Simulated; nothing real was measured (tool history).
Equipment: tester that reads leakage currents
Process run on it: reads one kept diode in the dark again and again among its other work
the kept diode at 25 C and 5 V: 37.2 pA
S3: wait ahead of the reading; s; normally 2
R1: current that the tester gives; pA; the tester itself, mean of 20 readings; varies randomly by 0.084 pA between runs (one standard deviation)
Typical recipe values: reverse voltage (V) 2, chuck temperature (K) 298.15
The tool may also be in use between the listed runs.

Run 1, hour 0: usual settings. Result: R1 23.77 pA.
Run 2, hour 174.4: usual settings. Result: R1 24.17 pA.
Run 3, hour 397.2: usual settings but reverse voltage (V) 7. Result: R1 53.1 pA.
Run 4, hour 591.4: usual settings but reverse voltage (V) 2.83. Result: R1 30.82 pA.
Run 5, hour 828.4: usual settings but chuck temperature (K) 307.15. Result: R1 52.66 pA.
Run 6, hour 945.3: usual settings but reverse voltage (V) 8.89. Result: R1 65.28 pA.
Run 7, hour 1159.9: usual settings but chuck temperature (K) 294.15. Result: R1 18.73 pA.
Run 8, hour 1332: usual settings. Result: R1 26.31 pA.
Run 9, hour 1466.2: usual settings. Result: R1 26.71 pA.
Run 10, hour 1602.4: usual settings. Result: R1 26.71 pA.
Run 11, hour 1747.4: usual settings. Result: R1 27.17 pA.
Run 12, hour 1952: usual settings. Result: R1 27.3 pA.
At hour 2047.8: probe card cleaned and baked.
Run 13, hour 2119.7: usual settings. Result: R1 24.29 pA.
Run 14, hour 2242.6: usual settings but chuck temperature (K) 308.15. Result: R1 57.81 pA.
Run 15, hour 2411.9: usual settings. Result: R1 24.9 pA.
Run 16, hour 2547.1: usual settings. Result: R1 25.09 pA.
At hour 2647: chuck's temperature calibrated.
Run 17, hour 2727.7: usual settings but chuck temperature (K) 327.15. Result: R1 248.59 pA.
Run 18, hour 2919.2: usual settings but chuck temperature (K) 327.15, S3 0.84 s. Result: R1 252.52 pA.
Run 19, hour 3073.4: usual settings but reverse voltage (V) 7.69. Result: R1 56.01 pA.
At hour 3203.1: tester calibrated.
Run 20, hour 3270.7: usual settings but reverse voltage (V) 4.09, chuck temperature (K) 329.15. Result: R1 430.76 pA.
Run 21, hour 3449.9: usual settings but reverse voltage (V) 7.03, chuck temperature (K) 301.15. Result: R1 67.91 pA.
Run 22, hour 3666.3: usual settings but reverse voltage (V) 6.84, chuck temperature (K) 296.15. Result: R1 45.75 pA.
Run 23, hour 3862: usual settings but reverse voltage (V) 1.66, chuck temperature (K) 321.15. Result: R1 143.43 pA.
Run 24, hour 4092.4: usual settings but reverse voltage (V) 1.66, chuck temperature (K) 321.15. Result: R1 144.07 pA.
Run 25, hour 4251.7: usual settings but reverse voltage (V) 1.82, chuck temperature (K) 302.15, S3 3.25 s. Result: R1 34.04 pA.
Run 26, hour 4400.9: usual settings but chuck temperature (K) 312.15, S3 3.12 s. Result: R1 80.79 pA.
Run 27, hour 4646.6: usual settings but reverse voltage (V) 2.62, S3 5.81 s. Result: R1 31.55 pA.
Run 28, hour 4871: usual settings but reverse voltage (V) 8.03, chuck temperature (K) 303.15. Result: R1 95.79 pA.
Run 29, hour 5121: usual settings but reverse voltage (V) 8.03, chuck temperature (K) 303.15. Result: R1 97.15 pA.
At hour 5258.8: probe card cleaned and baked.
At hour 5306.3: chuck's temperature calibrated.
Run 30, hour 5355.7: usual settings but reverse voltage (V) 1.46, chuck temperature (K) 318.15, S3 1.85 s. Result: R1 101.21 pA.
Run 31, hour 5545.2: usual settings but reverse voltage (V) 1.46, chuck temperature (K) 318.15, S3 1.85 s. Result: R1 101.49 pA.
Run 32, hour 5756.2: usual settings but reverse voltage (V) 1.46, chuck temperature (K) 318.15, S3 1.85 s. Result: R1 102.35 pA.
Run 33, hour 5982.4: usual settings but reverse voltage (V) 4.34. Result: R1 37.75 pA.
Run 34, hour 6164.6: usual settings but reverse voltage (V) 17.28, chuck temperature (K) 302.15, S3 1.26 s. Result: R1 125.13 pA.
Run 35, hour 6361.5: usual settings but reverse voltage (V) 5.12, S3 4.24 s. Result: R1 43.02 pA.
Run 36, hour 6534.3: usual settings but reverse voltage (V) 5.12, S3 4.24 s. Result: R1 43.81 pA.
Run 37, hour 6743.8: usual settings but reverse voltage (V) 5.12, S3 4.24 s. Result: R1 44.38 pA.
Run 38, hour 6979: usual settings but reverse voltage (V) 5.12, S3 4.24 s. Result: R1 45.82 pA.

For some of the steps in R1 from one run to the next: how much would appear even if the tool had no hidden state, given the settings, what came in and random variation, and how much remains for the hidden state plus any gauge scatter that the measured result and the result without hidden state don't share?
Hidden state at play: stray current of the dirty probe card, pA a volt; current scale over the true one, %; true chuck temperature over the reading, C; drift of the gauge itself on leakage_pa, %.
Run 16 -> 17: chuck temperature (K) 298.15 -> 327.15, chuck's temperature calibrated. R1 +223.5 pA: hidden state +6.84, all else +216.66.
Run 19 -> 20: reverse voltage (V) 7.69 -> 4.09, chuck temperature (K) 298.15 -> 329.15, tester calibrated. R1 +374.75 pA: hidden state +5.13, all else +369.62.
Run 20 -> 21: reverse voltage (V) 4.09 -> 7.03, chuck temperature (K) 329.15 -> 301.15. R1 -362.85 pA: hidden state -4.71, all else -358.14.
Run 27 -> 28: reverse voltage (V) 2.62 -> 8.03, chuck temperature (K) 298.15 -> 303.15, S3 5.81 -> 2. R1 +64.24 pA: hidden state +12.82, all else +51.42.
Run 29 -> 30: reverse voltage (V) 8.03 -> 1.46, chuck temperature (K) 303.15 -> 318.15, S3 2 -> 1.85, probe card cleaned and baked, chuck's temperature calibrated. R1 +4.06 pA: hidden state -19.13, all else +23.19.
Run 33 -> 34: reverse voltage (V) 4.34 -> 17.28, chuck temperature (K) 298.15 -> 302.15, S3 2 -> 1.26. R1 +87.38 pA: hidden state +10.13, all else +77.25.

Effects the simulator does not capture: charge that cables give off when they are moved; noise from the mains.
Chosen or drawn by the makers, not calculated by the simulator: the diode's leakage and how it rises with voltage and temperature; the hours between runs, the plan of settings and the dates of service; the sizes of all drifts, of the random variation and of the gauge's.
